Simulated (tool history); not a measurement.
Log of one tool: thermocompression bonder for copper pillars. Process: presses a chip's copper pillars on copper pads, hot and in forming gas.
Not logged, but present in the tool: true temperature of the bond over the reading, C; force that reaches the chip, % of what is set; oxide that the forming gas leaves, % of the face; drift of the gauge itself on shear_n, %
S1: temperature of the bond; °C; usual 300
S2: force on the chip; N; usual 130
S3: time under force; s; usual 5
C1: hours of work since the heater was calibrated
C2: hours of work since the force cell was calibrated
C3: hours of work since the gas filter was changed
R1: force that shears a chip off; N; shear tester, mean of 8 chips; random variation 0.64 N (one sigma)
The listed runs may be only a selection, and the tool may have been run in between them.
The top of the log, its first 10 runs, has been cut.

run 11 hour=108.3 | S1=320 S2=130 S3=5 | C1=1102 C2=350 C3=218 | R1=75.8
run 12 hour=121.2 | S1=284 S2=130 S3=5 | C1=1110 C2=358 C3=226 | R1=59.6
run 13 hour=130.1 | S1=300 S2=130 S3=5 | C1=1116 C2=364 C3=231 | R1=66.4
run 14 hour=136.2 | S1=300 S2=130 S3=5 | C1=1120 C2=368 C3=235 | R1=65.5
run 15 hour=142.6 | S1=300 S2=130 S3=5 | C1=1124 C2=372 C3=239 | R1=66.8
run 16 hour=151.5 | S1=300 S2=130 S3=5 | C1=1129 C2=377 C3=245 | R1=67.1
run 17 hour=162.5 | S1=300 S2=130 S3=5 | C1=1136 C2=384 C3=252 | R1=67.0
run 18 hour=176.9 | S1=302 S2=130 S3=6 | C1=1145 C2=393 C3=261 | R1=70.6
run 19 hour=183.6 | S1=271 S2=94 S3=5 | C1=1150 C2=398 C3=265 | R1=41.8
run 20 hour=192.1 | S1=300 S2=117 S3=3 | C1=1155 C2=403 C3=270 | R1=52.4
run 21 hour=207.0 | S1=300 S2=88 S3=10 | C1=1164 C2=412 C3=280 | R1=63.9
run 22 hour=220.6 | S1=294 S2=152 S3=11 | C1=1173 C2=421 C3=288 | R1=79.9
run 23 hour=226.7 | S1=294 S2=152 S3=11 | C1=1177 C2=425 C3=292 | R1=81.2
-- hour=229.0 force cell calibrated
run 24 hour=238.6 | S1=325 S2=151 S3=11 | C1=1183 C2=6 C3=299 | R1=87.4
-- hour=252.5 forming gas filter changed
run 25 hour=253.1 | S1=300 S2=130 S3=4 | C1=1192 C2=15 C3=0 | R1=67.0
run 26 hour=264.7 | S1=330 S2=126 S3=3 | C1=1199 C2=22 C3=8 | R1=74.2
run 27 hour=275.5 | S1=316 S2=126 S3=3 | C1=1206 C2=29 C3=14 | R1=67.9
-- hour=282.2 force cell calibrated, once more
run 28 hour=287.5 | S1=316 S2=126 S3=3 | C1=1213 C2=3 C3=21 | R1=67.9
run 29 hour=298.4 | S1=316 S2=126 S3=3 | C1=1220 C2=10 C3=28 | R1=67.5
run 30 hour=309.9 | S1=316 S2=126 S3=3 | C1=1227 C2=17 C3=35 | R1=68.0
run 31 hour=318.2 | S1=303 S2=180 S3=14 | C1=1232 C2=23 C3=40 | R1=100.0
run 32 hour=333.0 | S1=281 S2=82 S3=3 | C1=1241 C2=32 C3=50 | R1=36.9

Below are 3 alternative next runs, each starting from the tool's condition after run 32. Predict each:
run A hour=344.7 | S1=286 S2=82 S3=6 | C1=1249 C2=39 C3=57 | R1=?
run B hour=344.7 | S1=321 S2=157 S3=3 | C1=1249 C2=39 C3=57 | R1=?
run C hour=344.7 | S1=286 S2=79 S3=6 | C1=1249 C2=39 C3=57 | R1=?

run=A R1=49.2
run=B R1=77.6
run=C R1=48.5
With no hidden state in the tool, these same runs would have given:
run=A R1=55.9
run=B R1=84.2
run=C R1=55.2

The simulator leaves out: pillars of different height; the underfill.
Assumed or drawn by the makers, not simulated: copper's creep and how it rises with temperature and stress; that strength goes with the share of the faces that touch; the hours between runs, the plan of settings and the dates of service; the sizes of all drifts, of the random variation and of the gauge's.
